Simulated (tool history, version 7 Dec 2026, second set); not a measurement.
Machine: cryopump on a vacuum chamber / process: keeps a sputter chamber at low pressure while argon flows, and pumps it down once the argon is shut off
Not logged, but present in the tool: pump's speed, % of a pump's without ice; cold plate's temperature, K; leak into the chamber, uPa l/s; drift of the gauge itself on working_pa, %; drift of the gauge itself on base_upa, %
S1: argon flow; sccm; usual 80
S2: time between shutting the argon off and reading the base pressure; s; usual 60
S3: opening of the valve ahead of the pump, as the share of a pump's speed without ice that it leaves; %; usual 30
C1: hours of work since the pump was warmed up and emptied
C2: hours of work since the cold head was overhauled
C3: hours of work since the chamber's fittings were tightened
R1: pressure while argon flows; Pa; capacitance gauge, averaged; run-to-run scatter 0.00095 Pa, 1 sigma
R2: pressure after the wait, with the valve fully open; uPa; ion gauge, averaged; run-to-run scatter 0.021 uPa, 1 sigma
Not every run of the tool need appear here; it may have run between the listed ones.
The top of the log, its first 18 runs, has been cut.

run 19 hour=1410.8 | S1=34 S2=60 S3=15 | C1=655 C2=1563 C3=3061 | R1=0.1764 R2=2.04
run 20 hour=1498.9 | S1=83 S2=75 S3=43 | C1=715 C2=1623 C3=3121 | R1=0.1573 R2=2
run 21 hour=1547.6 | S1=35 S2=231 S3=43 | C1=748 C2=1656 C3=3154 | R1=0.0662 R2=1.83
run 22 hour=1640.1 | S1=35 S2=231 S3=43 | C1=811 C2=1719 C3=3217 | R1=0.0677 R2=1.86
-- hour=1649.9 leaking fittings of the chamber tightened, without venting
run 23 hour=1718.6 | S1=35 S2=231 S3=43 | C1=863 C2=1771 C3=47 | R1=0.068 R2=0.37
-- hour=1793.9 pump warmed up, emptied and cooled again
run 24 hour=1808.1 | S1=43 S2=69 S3=43 | C1=10 C2=1828 C3=104 | R1=0.0766 R2=0.51
run 25 hour=1892.7 | S1=43 S2=69 S3=43 | C1=67 C2=1886 C3=162 | R1=0.0764 R2=0.53
run 26 hour=1953.6 | S1=43 S2=69 S3=43 | C1=108 C2=1927 C3=203 | R1=0.077 R2=0.56
run 27 hour=2006.1 | S1=85 S2=82 S3=43 | C1=144 C2=1963 C3=239 | R1=0.1535 R2=0.53
run 28 hour=2079.1 | S1=76 S2=82 S3=18 | C1=194 C2=2012 C3=288 | R1=0.3245 R2=0.55
run 29 hour=2156.8 | S1=130 S2=60 S3=30 | C1=246 C2=2065 C3=341 | R1=0.3382 R2=0.69
run 30 hour=2207.8 | S1=80 S2=119 S3=52 | C1=281 C2=2100 C3=376 | R1=0.1216 R2=0.55
run 31 hour=2268.9 | S1=80 S2=119 S3=52 | C1=323 C2=2141 C3=417 | R1=0.1229 R2=0.6
run 32 hour=2311.6 | S1=49 S2=25 S3=16 | C1=352 C2=2170 C3=446 | R1=0.235 R2=1.15
run 33 hour=2379.5 | S1=49 S2=25 S3=16 | C1=398 C2=2216 C3=492 | R1=0.2352 R2=1.16

3 ways to go on from here, each from the tool as it stands after run 33. What would each give?
run A hour=2429.6 | S1=49 S2=25 S3=21 | C1=432 C2=2250 C3=526 | R1=? R2=?
run B hour=2429.6 | S1=44 S2=102 S3=46 | C1=432 C2=2250 C3=526 | R1=? R2=?
run C hour=2429.6 | S1=36 S2=110 S3=16 | C1=432 C2=2250 C3=526 | R1=? R2=?

run=A R1=0.1819 R2=1.24
run=B R1=0.0768 R2=0.62
run=C R1=0.1734 R2=0.67
Without the tool's hidden state the same runs would have given:
run=A R1=0.1772 R2=0.91
run=B R1=0.0725 R2=0.31
run=C R1=0.17 R2=0.35
